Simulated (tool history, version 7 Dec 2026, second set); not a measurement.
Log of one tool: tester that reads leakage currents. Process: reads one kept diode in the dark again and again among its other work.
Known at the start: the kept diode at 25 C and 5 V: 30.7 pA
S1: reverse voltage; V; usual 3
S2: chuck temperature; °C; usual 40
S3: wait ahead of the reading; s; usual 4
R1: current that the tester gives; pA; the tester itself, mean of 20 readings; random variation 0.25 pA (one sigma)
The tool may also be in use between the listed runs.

run,hour,S1,S2,S3,R1
1,0,3,40,4,85.09
2,153.5,3,40,4,86.03
3,318.6,3,40,4,86.2
4,454.6,3,40,4,87.21
5,571.4,3,40,4,87.6
6,729.2,10.32,40,4,142.4
7,855.3,3,40,2.64,88.97
8,1020.4,3,40,4,89.72
# hour 1161.2: chuck's temperature calibrated
9,1221.9,3,40,6.88,87.04
10,1359.6,5.2,40,6.88,108.82
11,1489.5,5.2,40,6.88,109.31
12,1638.2,5.2,40,6.88,110.7
13,1793.2,3.55,43,0.53,117.17
# hour 1891.3: probe card cleaned and baked
14,1988.3,3.55,43,0.53,108.15
15,2118,3.55,43,0.45,108.5
16,2207.1,1.49,43,4.15,80.66
17,2347.2,8.89,58,0.66,401.67
18,2524,8.89,58,0.66,403.52
19,2657.3,8.89,58,0.66,406.68
# hour 2740.3: tester calibrated
20,2756.4,10.58,28,2.87,60.47
21,2858.7,10.58,21,2.02,40.62
22,3031.9,14.09,24,0.39,63.29
23,3156.7,14.09,24,0.39,65.17
24,3312,14.09,34,3.02,109.14

The same runs without the tool's hidden state, with the same run-to-run variation:
The hidden state here: stray current of the dirty probe card, pA a volt; current scale over the true one, %; true chuck temperature over the reading, C; drift of the gauge itself on leakage_pa, %.
run,R1
1,80.19
2,80.4
3,79.89
4,80.25
5,80.11
6,120.64
7,80.2
8,80.24
9,80.26
10,96.29
11,95.92
12,96.24
13,106.02
14,106.03
15,105.71
16,78.65
17,389.24
18,388.51
19,389.66
20,50.49
21,29.59
22,45.83
23,45.63
24,86.61

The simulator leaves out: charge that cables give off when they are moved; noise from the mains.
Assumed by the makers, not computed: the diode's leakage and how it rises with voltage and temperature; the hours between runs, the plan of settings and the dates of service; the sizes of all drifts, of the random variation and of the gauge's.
